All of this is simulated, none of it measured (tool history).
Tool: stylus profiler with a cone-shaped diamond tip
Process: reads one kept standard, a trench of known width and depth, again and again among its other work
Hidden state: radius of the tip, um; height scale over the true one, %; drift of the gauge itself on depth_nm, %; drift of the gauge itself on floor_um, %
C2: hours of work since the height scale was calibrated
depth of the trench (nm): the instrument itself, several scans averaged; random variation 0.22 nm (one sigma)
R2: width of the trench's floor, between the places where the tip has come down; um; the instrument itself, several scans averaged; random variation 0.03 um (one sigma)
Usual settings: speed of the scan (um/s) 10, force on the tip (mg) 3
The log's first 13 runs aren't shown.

Run 14, hour 157: usual settings; scans with this tip 2654; C2 436. Result: depth of the trench (nm) 1010.02, R2 25.35 um.
Run 15, hour 174: usual settings but speed of the scan (um/s) 16; scans with this tip 2719; C2 447. Result: depth of the trench (nm) 1010.12, R2 25.28 um.
Run 16, hour 184.9: usual settings but speed of the scan (um/s) 16; scans with this tip 2761; C2 454. Result: depth of the trench (nm) 1010.08, R2 25.26 um.
Run 17, hour 200.9: usual settings but speed of the scan (um/s) 16; scans with this tip 2822; C2 464. Result: depth of the trench (nm) 1010.1, R2 25.28 um.
Run 18, hour 215.6: usual settings but speed of the scan (um/s) 16; scans with this tip 2878; C2 473. Result: depth of the trench (nm) 1010.08, R2 25.27 um.
Run 19, hour 227.6: usual settings but speed of the scan (um/s) 16; scans with this tip 2923; C2 480. Result: depth of the trench (nm) 1010.3, R2 25.29 um.
Run 20, hour 235.6: usual settings but speed of the scan (um/s) 16; scans with this tip 2954; C2 485. Result: depth of the trench (nm) 1010.25, R2 25.28 um.
Run 21, hour 249: usual settings but speed of the scan (um/s) 16; scans with this tip 3005; C2 494. Result: depth of the trench (nm) 1010.18, R2 25.21 um.
Run 22, hour 260.5: usual settings but speed of the scan (um/s) 16; scans with this tip 3049; C2 501. Result: depth of the trench (nm) 1010.39, R2 25.21 um.
Run 23, hour 271.9: usual settings but speed of the scan (um/s) 16; scans with this tip 3092; C2 508. Result: depth of the trench (nm) 1010.4, R2 25.2 um.
Run 24, hour 285.4: usual settings but speed of the scan (um/s) 3, force on the tip (mg) 1.05; scans with this tip 3144; C2 517. Result: depth of the trench (nm) 1006.43, R2 25.29 um.
Run 25, hour 300.9: usual settings but speed of the scan (um/s) 20, force on the tip (mg) 2.6; scans with this tip 3203; C2 526. Result: depth of the trench (nm) 1009.35, R2 25.18 um.
Run 26, hour 317.1: usual settings but speed of the scan (um/s) 24, force on the tip (mg) 3.41; scans with this tip 3264; C2 536. Result: depth of the trench (nm) 1011.18, R2 25.17 um.
Run 27, hour 326.4: usual settings but speed of the scan (um/s) 29, force on the tip (mg) 2.24; scans with this tip 3300; C2 542. Result: depth of the trench (nm) 1008.59, R2 25.07 um.
Run 28, hour 337.3: usual settings but speed of the scan (um/s) 11, force on the tip (mg) 4.62; scans with this tip 3342; C2 549. Result: depth of the trench (nm) 1012.96, R2 25.23 um.

Run 29 comes next. What will it give?
Run 29, hour 344.9: usual settings but speed of the scan (um/s) 6, force on the tip (mg) 1.85; scans with this tip 3371; C2 554. Result: depth of the trench (nm) ?, R2 ?.

depth of the trench (nm): 1008.74
R2: 25.21 um
Without the tool's hidden state the same run would have given depth of the trench (nm) 1005.86, R2 25.97 um.

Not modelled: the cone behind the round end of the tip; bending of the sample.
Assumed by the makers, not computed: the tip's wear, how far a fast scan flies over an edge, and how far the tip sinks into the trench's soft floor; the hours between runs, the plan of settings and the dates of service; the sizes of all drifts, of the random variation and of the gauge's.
